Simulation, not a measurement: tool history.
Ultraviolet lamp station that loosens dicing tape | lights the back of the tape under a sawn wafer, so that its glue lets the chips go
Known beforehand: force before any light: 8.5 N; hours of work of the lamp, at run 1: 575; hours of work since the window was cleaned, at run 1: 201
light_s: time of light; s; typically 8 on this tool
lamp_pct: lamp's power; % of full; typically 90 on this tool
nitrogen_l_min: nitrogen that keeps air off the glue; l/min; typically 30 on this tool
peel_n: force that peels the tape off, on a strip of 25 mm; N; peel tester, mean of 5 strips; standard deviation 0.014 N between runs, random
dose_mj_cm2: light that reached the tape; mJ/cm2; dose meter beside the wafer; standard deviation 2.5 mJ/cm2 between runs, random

| run | hour | light_s | lamp_pct | nitrogen_l_min | hours of work of the lamp | hours of work since the window was cleaned | peel_n | dose_mj_cm2 |
|---|---|---|---|---|---|---|---|---|
| 1 | 0.0 | 8 | 90 | 30 | 575 | 201 | 1.021 | 235 |
| 2 | 29.4 | 8 | 90 | 30 | 595 | 221 | 1.018 | 235 |
| 3 | 43.4 | 8 | 90 | 30 | 605 | 230 | 1.015 | 237 |
| 4 | 64.8 | 8 | 90 | 30 | 619 | 245 | 1.019 | 232 |
| 5 | 77.7 | 8 | 90 | 10 | 628 | 253 | 2.202 | 230 |
| 6 | 95.7 | 8 | 90 | 10 | 640 | 266 | 2.216 | 230 |
| 7 | 108.0 | 8 | 90 | 30 | 648 | 274 | 1.059 | 227 |
| 8 | 128.4 | 8 | 90 | 30 | 662 | 288 | 1.078 | 230 |
| 9 | 141.2 | 8 | 90 | 30 | 671 | 296 | 1.102 | 229 |
| 10 | 169.5 | 8 | 90 | 30 | 690 | 315 | 1.050 | 221 |
| 11 | 184.0 | 8 | 90 | 30 | 699 | 325 | 1.107 | 220 |
| 12 | 210.6 | 8 | 90 | 30 | 717 | 343 | 1.157 | 220 |
| 13 | 233.9 | 8 | 90 | 26 | 733 | 359 | 1.321 | 218 |
| 14 | 251.4 | 8 | 90 | 26 | 745 | 371 | 1.272 | 217 |
| 15 | 281.6 | 8 | 90 | 26 | 765 | 391 | 1.299 | 212 |
| 16 | 310.5 | 8 | 90 | 26 | 785 | 410 | 1.349 | 213 |
| 17 | 336.1 | 16 | 90 | 26 | 802 | 428 | 0.287 | 418 |
|  | 354.3 | window cleaned of glue's vapour |
| 18 | 366.5 | 16 | 90 | 26 | 822 | 8 | 0.316 | 405 |
| 19 | 379.8 | 16 | 90 | 26 | 831 | 17 | 0.340 | 404 |
| 20 | 410.1 | 16 | 90 | 26 | 852 | 38 | 0.341 | 396 |
| 21 | 429.6 | 16 | 90 | 9 | 865 | 51 | 1.002 | 397 |
| 22 | 450.2 | 8 | 78 | 30 | 879 | 65 | 1.779 | 169 |
|  | 466.2 | window cleaned of glue's vapour, once more |
| 23 | 480.2 | 8 | 91 | 34 | 899 | 9 | 0.978 | 225 |
| 24 | 499.1 | 8 | 63 | 21 | 911 | 22 | 2.508 | 155 |
| 25 | 514.4 | 13 | 63 | 45 | 922 | 33 | 0.618 | 249 |
| 26 | 539.7 | 13 | 63 | 45 | 939 | 50 | 0.613 | 244 |
| 27 | 557.9 | 7 | 85 | 11 | 951 | 62 | 2.804 | 181 |
| 28 | 577.8 | 7 | 90 | 22 | 964 | 75 | 1.800 | 187 |
| 29 | 599.6 | 7 | 90 | 22 | 979 | 90 | 1.830 | 187 |
| 30 | 626.1 | 5 | 94 | 30 | 997 | 108 | 2.381 | 138 |
|  | 629.8 | lamp changed |
| 31 | 643.5 | 5 | 90 | 30 | 9 | 119 | 1.742 | 171 |
| 32 | 672.7 | 5 | 90 | 30 | 29 | 139 | 1.746 | 167 |
| 33 | 694.1 | 8 | 76 | 42 | 43 | 153 | 0.777 | 229 |
| 34 | 711.7 | 8 | 76 | 42 | 55 | 165 | 0.817 | 226 |
| 35 | 733.3 | 8 | 76 | 42 | 70 | 180 | 0.772 | 226 |
| 36 | 759.0 | 8 | 68 | 54 | 87 | 197 | 0.904 | 200 |
| 37 | 775.2 | 5 | 72 | 56 | 98 | 208 | 1.817 | 132 |
| 38 | 805.1 | 15 | 72 | 14 | 118 | 228 | 0.658 | 393 |
| 39 | 818.2 | 15 | 77 | 14 | 127 | 237 | 0.578 | 418 |
| 40 | 839.1 | 5 | 67 | 14 | 141 | 251 | 3.685 | 125 |
| 41 | 866.1 | 5 | 67 | 14 | 159 | 269 | 3.668 | 121 |
| 42 | 888.8 | 5 | 67 | 14 | 175 | 284 | 3.805 | 118 |
| 43 | 903.6 | 9 | 88 | 30 | 185 | 294 | 0.681 | 278 |

Alternative continuations, all from the tool just after run 43; predict every row:
| A | 924.5 | 7 | 92 | 54 | 199 | 309 | ? | ? |
| B | 924.5 | 6 | 90 | 30 | 199 | 309 | ? | ? |
| C | 924.5 | 8 | 85 | 48 | 199 | 309 | ? | ? |
| D | 924.5 | 15 | 68 | 11 | 199 | 309 | ? | ? |

| run | peel_n | dose_mj_cm2 |
|---|---|---|
| A | 0.677 | 224 |
| B | 1.494 | 186 |
| C | 0.663 | 240 |
| D | 1.031 | 353 |
With no hidden state in the tool, these same runs would have given:
| run | peel_n | dose_mj_cm2 |
|---|---|---|
| A | 0.496 | 256 |
| B | 1.177 | 213 |
| C | 0.483 | 274 |
| D | 0.781 | 404 |

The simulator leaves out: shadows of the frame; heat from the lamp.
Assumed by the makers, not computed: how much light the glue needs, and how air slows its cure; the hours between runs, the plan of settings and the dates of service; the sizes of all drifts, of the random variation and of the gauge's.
